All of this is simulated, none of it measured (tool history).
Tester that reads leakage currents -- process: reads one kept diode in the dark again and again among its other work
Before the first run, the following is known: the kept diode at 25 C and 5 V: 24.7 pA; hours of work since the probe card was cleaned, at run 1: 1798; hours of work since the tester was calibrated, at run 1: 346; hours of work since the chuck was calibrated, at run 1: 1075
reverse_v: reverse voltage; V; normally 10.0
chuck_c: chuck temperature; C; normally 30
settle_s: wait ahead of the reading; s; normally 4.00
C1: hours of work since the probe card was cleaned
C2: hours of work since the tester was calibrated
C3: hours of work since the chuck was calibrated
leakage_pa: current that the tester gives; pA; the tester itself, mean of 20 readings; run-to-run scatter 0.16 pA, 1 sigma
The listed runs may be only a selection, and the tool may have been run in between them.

run 1 hour=0.0 | reverse_v=10.0 chuck_c=30 settle_s=4.00 | C1=1798 C2=346 C3=1075 | leakage_pa=50.16
run 2 hour=157.7 | reverse_v=10.0 chuck_c=30 settle_s=4.00 | C1=1911 C2=459 C3=1187 | leakage_pa=50.13
run 3 hour=327.2 | reverse_v=10.0 chuck_c=30 settle_s=9.57 | C1=2031 C2=579 C3=1308 | leakage_pa=49.81
run 4 hour=474.8 | reverse_v=10.0 chuck_c=30 settle_s=9.57 | C1=2136 C2=684 C3=1413 | leakage_pa=49.75
run 5 hour=564.4 | reverse_v=10.0 chuck_c=30 settle_s=4.00 | C1=2200 C2=748 C3=1477 | leakage_pa=49.45
run 6 hour=668.5 | reverse_v=10.0 chuck_c=30 settle_s=4.00 | C1=2274 C2=822 C3=1551 | leakage_pa=49.51
run 7 hour=860.2 | reverse_v=10.0 chuck_c=30 settle_s=0.56 | C1=2411 C2=959 C3=1687 | leakage_pa=50.76
run 8 hour=1011.3 | reverse_v=10.0 chuck_c=30 settle_s=0.56 | C1=2518 C2=1066 C3=1795 | leakage_pa=50.52
run 9 hour=1185.5 | reverse_v=10.0 chuck_c=30 settle_s=0.56 | C1=2642 C2=1190 C3=1919 | leakage_pa=50.59
run 10 hour=1272.0 | reverse_v=10.0 chuck_c=30 settle_s=0.56 | C1=2704 C2=1252 C3=1980 | leakage_pa=50.43
run 11 hour=1442.8 | reverse_v=10.0 chuck_c=30 settle_s=0.56 | C1=2825 C2=1373 C3=2102 | leakage_pa=50.24
-- hour=1483.2 chuck's temperature calibrated
run 12 hour=1567.5 | reverse_v=10.0 chuck_c=23 settle_s=0.56 | C1=2913 C2=1461 C3=60 | leakage_pa=30.22
run 13 hour=1756.6 | reverse_v=10.0 chuck_c=23 settle_s=0.56 | C1=3047 C2=1595 C3=195 | leakage_pa=30.36
run 14 hour=1902.7 | reverse_v=3.2 chuck_c=49 settle_s=0.46 | C1=3151 C2=1699 C3=299 | leakage_pa=113.08
run 15 hour=2042.7 | reverse_v=3.2 chuck_c=21 settle_s=2.69 | C1=3251 C2=1799 C3=398 | leakage_pa=13.48
run 16 hour=2228.1 | reverse_v=3.2 chuck_c=21 settle_s=2.69 | C1=3383 C2=1931 C3=530 | leakage_pa=13.43
-- hour=2371.0 chuck's temperature calibrated, once more
run 17 hour=2425.2 | reverse_v=10.0 chuck_c=36 settle_s=4.00 | C1=3522 C2=2070 C3=39 | leakage_pa=90.22

Run 18 is up next; what results do you expect?
-- hour=2506.2 probe card cleaned and baked
run 18 hour=2592.8 | reverse_v=14.3 chuck_c=36 settle_s=3.54 | C1=62 C2=2187 C3=156 | leakage_pa=?

leakage_pa: 94.02 pA
The same run, on a tool lacking any hidden state, would have yielded leakage_pa 95.12 pA.

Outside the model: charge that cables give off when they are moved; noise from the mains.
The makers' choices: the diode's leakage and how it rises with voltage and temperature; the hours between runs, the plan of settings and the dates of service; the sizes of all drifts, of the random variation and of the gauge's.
